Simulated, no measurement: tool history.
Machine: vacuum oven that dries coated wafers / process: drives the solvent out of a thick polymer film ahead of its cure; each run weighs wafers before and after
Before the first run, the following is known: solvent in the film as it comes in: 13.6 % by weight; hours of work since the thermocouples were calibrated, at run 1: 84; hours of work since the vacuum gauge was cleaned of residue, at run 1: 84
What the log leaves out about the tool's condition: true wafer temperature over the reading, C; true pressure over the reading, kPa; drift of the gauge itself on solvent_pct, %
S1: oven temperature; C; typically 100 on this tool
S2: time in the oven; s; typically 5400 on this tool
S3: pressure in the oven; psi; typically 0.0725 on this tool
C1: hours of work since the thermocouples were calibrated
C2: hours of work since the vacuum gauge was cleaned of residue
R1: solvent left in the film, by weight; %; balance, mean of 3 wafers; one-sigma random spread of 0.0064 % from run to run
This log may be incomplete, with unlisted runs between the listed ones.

run   hour   S1    S2      S3   C1   C2     R1
  1    0.0  100  5400  0.0725   84   84  1.002
  2   18.9  102  5400  0.0725   99   99  0.791
  3   43.6  102  5400  0.0725  118  118  0.787
  4   75.8  102  5400  0.0725  143  143  0.783
  5   94.4  102  5400  0.0725  157  157  0.786
  6  117.5  102  5400  0.0725  175  175  0.780
  7  151.7  102  5400  0.0725  201  201  0.786
  8  186.0  102  8760  0.0690  228  228  0.239
  9  228.4  100  5580  0.1012  261  261  0.969
 10  271.3  100  5340  0.0722  294  294  1.019
 11  308.0  100  5340  0.0722  322  322  1.023

Alternative continuations, all from the tool just after run 11; predict every row:
  A  327.6  100  5400  0.1771  337  337   ?
  B  327.6  100  3600  0.0479  337  337   ?
  C  327.6   98  4140  0.0457  337  337   ?
  D  327.6  100  7800  0.0725  337  337   ?
  E  327.6  100  6600  0.2659  337  337   ?

run     R1
  A  1.179
  B  2.072
  C  1.958
  D  0.426
  E  0.985
Had the tool no hidden state, the same runs would have come out as:
run     R1
  A  1.215
  B  2.131
  C  2.015
  D  0.435
  E  1.009
